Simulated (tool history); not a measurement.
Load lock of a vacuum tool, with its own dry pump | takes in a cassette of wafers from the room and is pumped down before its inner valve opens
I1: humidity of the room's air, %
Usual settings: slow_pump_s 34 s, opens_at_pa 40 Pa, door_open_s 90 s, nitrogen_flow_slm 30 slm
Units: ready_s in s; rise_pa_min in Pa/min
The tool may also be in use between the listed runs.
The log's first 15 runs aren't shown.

run 16 hour=6704.1 | slow_pump_s=34 opens_at_pa=40 door_open_s=90 nitrogen_flow_slm=30 | I1=42.2 | ready_s=53.3 rise_pa_min=0.023
run 17 hour=7172.9 | slow_pump_s=34 opens_at_pa=40 door_open_s=90 nitrogen_flow_slm=30 | I1=47 | ready_s=53.6 rise_pa_min=0.026
run 18 hour=7551.1 | slow_pump_s=34 opens_at_pa=40 door_open_s=35 nitrogen_flow_slm=26 | I1=45.6 | ready_s=53.3 rise_pa_min=0.017
run 19 hour=7987.4 | slow_pump_s=34 opens_at_pa=40 door_open_s=221 nitrogen_flow_slm=10 | I1=45.2 | ready_s=53.5 rise_pa_min=0.074
run 20 hour=8321.1 | slow_pump_s=33 opens_at_pa=68 door_open_s=60 nitrogen_flow_slm=11 | I1=46.1 | ready_s=50.7 rise_pa_min=0.033
run 21 hour=8756.9 | slow_pump_s=33 opens_at_pa=68 door_open_s=60 nitrogen_flow_slm=11 | I1=43.6 | ready_s=51.6 rise_pa_min=0.039
run 22 hour=9105.3 | slow_pump_s=29 opens_at_pa=40 door_open_s=90 nitrogen_flow_slm=35 | I1=45 | ready_s=49.6 rise_pa_min=0.014
run 23 hour=9620.6 | slow_pump_s=29 opens_at_pa=40 door_open_s=90 nitrogen_flow_slm=39 | I1=43.2 | ready_s=49.8 rise_pa_min=0.023
run 24 hour=10160.2 | slow_pump_s=29 opens_at_pa=40 door_open_s=90 nitrogen_flow_slm=39 | I1=46.7 | ready_s=50 rise_pa_min=0.022
-- hour=10388.1 dry pump taken out, an overhauled one fitted
run 25 hour=10740.4 | slow_pump_s=29 opens_at_pa=40 door_open_s=90 nitrogen_flow_slm=39 | I1=46 | ready_s=49.7 rise_pa_min=0.022
-- hour=11193.3 door's seal changed, seat wiped
run 26 hour=11216.3 | slow_pump_s=29 opens_at_pa=40 door_open_s=90 nitrogen_flow_slm=39 | I1=47.3 | ready_s=49.7 rise_pa_min=0.015
run 27 hour=11657.2 | slow_pump_s=29 opens_at_pa=40 door_open_s=90 nitrogen_flow_slm=39 | I1=47.1 | ready_s=49.6 rise_pa_min=0.025
run 28 hour=12149.9 | slow_pump_s=29 opens_at_pa=40 door_open_s=90 nitrogen_flow_slm=39 | I1=44.8 | ready_s=49.2 rise_pa_min=0.015
run 29 hour=12483.3 | slow_pump_s=29 opens_at_pa=40 door_open_s=90 nitrogen_flow_slm=39 | I1=46.3 | ready_s=49.7 rise_pa_min=0.018
run 30 hour=12828.2 | slow_pump_s=21 opens_at_pa=40 door_open_s=90 nitrogen_flow_slm=29 | I1=46.9 | ready_s=42.9 rise_pa_min=0.024
run 31 hour=13263.2 | slow_pump_s=21 opens_at_pa=29 door_open_s=235 nitrogen_flow_slm=6 | I1=44.6 | ready_s=44 rise_pa_min=0.095
run 32 hour=13576.4 | slow_pump_s=55 opens_at_pa=40 door_open_s=90 nitrogen_flow_slm=21 | I1=47.7 | ready_s=71.7 rise_pa_min=0.029
run 33 hour=14089.8 | slow_pump_s=55 opens_at_pa=40 door_open_s=90 nitrogen_flow_slm=21 | I1=48.2 | ready_s=72 rise_pa_min=0.029

Forecast each of these 3 alternatives for the next run:
run A hour=14345.7 | slow_pump_s=63 opens_at_pa=40 door_open_s=90 nitrogen_flow_slm=30 | I1=48.5 | ready_s=? rise_pa_min=?
run B hour=14345.7 | slow_pump_s=51 opens_at_pa=40 door_open_s=36 nitrogen_flow_slm=38 | I1=43.3 | ready_s=? rise_pa_min=?
run C hour=14345.7 | slow_pump_s=55 opens_at_pa=40 door_open_s=47 nitrogen_flow_slm=17 | I1=41.7 | ready_s=? rise_pa_min=?

run=A ready_s=78.3 rise_pa_min=0.025
run=B ready_s=68 rise_pa_min=0.013
run=C ready_s=72.1 rise_pa_min=0.022
Without the tool's hidden state the same runs would have given:
run=A ready_s=78.2 rise_pa_min=0.025
run=B ready_s=68 rise_pa_min=0.013
run=C ready_s=72.1 rise_pa_min=0.021

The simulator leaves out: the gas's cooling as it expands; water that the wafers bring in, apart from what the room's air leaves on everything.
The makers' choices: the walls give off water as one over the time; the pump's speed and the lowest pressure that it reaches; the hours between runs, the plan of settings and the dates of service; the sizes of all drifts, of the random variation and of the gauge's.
